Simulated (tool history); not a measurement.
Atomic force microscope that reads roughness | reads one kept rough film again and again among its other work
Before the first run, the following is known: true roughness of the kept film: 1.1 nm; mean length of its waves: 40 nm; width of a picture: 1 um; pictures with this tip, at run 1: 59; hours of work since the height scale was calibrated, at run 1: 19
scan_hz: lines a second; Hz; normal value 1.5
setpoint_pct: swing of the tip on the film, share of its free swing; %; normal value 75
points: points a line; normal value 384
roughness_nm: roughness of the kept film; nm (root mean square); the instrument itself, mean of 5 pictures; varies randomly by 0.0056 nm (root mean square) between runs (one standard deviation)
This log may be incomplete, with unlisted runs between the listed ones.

run	hour	scan_hz	setpoint_pct	points	pictures with this tip	hours of work since the height scale was calibrated	roughness_nm
1	0	1.5	75	384	59	19	0.966
2	9.5	1.5	75	384	71	25	0.955
3	19	1.5	75	743	83	31	0.943
4	23.8	1.5	75	743	89	34	0.946
5	31.5	1.5	75	743	99	39	0.941
6	41	1.5	75	743	111	44	0.943
7	49.7	1.5	75	743	123	50	0.946
8	57.4	0.73	75	384	132	54	0.992
9	62.3	0.71	75	384	139	57	1
10	68.4	0.71	75	384	146	61	0.994
# hour 70.1: new tip fitted
11	74.4	0.71	75	384	5	65	1.023
12	83	3.8	75	384	17	70	0.842
13	90.7	3.8	75	384	26	74	0.833
14	100.1	1.5	87	384	38	80	0.891
15	104.5	1.5	75	626	44	83	0.963
16	111.2	1.5	75	509	53	87	0.958
17	120.3	3.08	75	384	64	93	0.857
18	124.3	3.08	85	384	69	95	0.774
19	132.6	3.08	85	384	80	100	0.77
20	140.6	1.5	75	384	90	105	0.942
21	145	1.5	75	844	96	108	0.956
22	154.1	1.61	75	844	107	113	0.935
23	161.5	3.69	84	280	117	118	0.726
24	170	0.73	65	585	128	123	1.02
25	177.4	1.5	75	979	137	127	0.93
# hour 186: new tip fitted
26	186.5	3.75	82	811	0	133	0.776
# hour 188: height scale calibrated on a step standard
27	194	3.09	63	619	9	4	0.971
28	202	0.7	69	378	19	9	1.034
29	208.1	1	86	804	27	12	0.962
# hour 213.6: height scale calibrated on a step standard, once more
30	213.6	1.5	74	501	32	0	0.966
31	218.8	1.5	74	501	39	3	0.975
32	224.7	3.29	58	501	47	7	0.992
33	231.4	3.02	66	384	55	11	0.934
34	235.7	3.02	66	384	61	13	0.931
35	241.7	0.68	75	998	68	17	1.021
36	245.9	1.8	88	720	74	20	0.853

Run 37 has not been measured yet. What should we expect?
37	253.1	0.97	85	560	83	24	?

Logged for run 37: roughness_nm 0.944 nm (root mean square).
Were there no unlogged condition in the tool, this run, its random variation unchanged, would have produced roughness_nm 0.964 nm (root mean square).
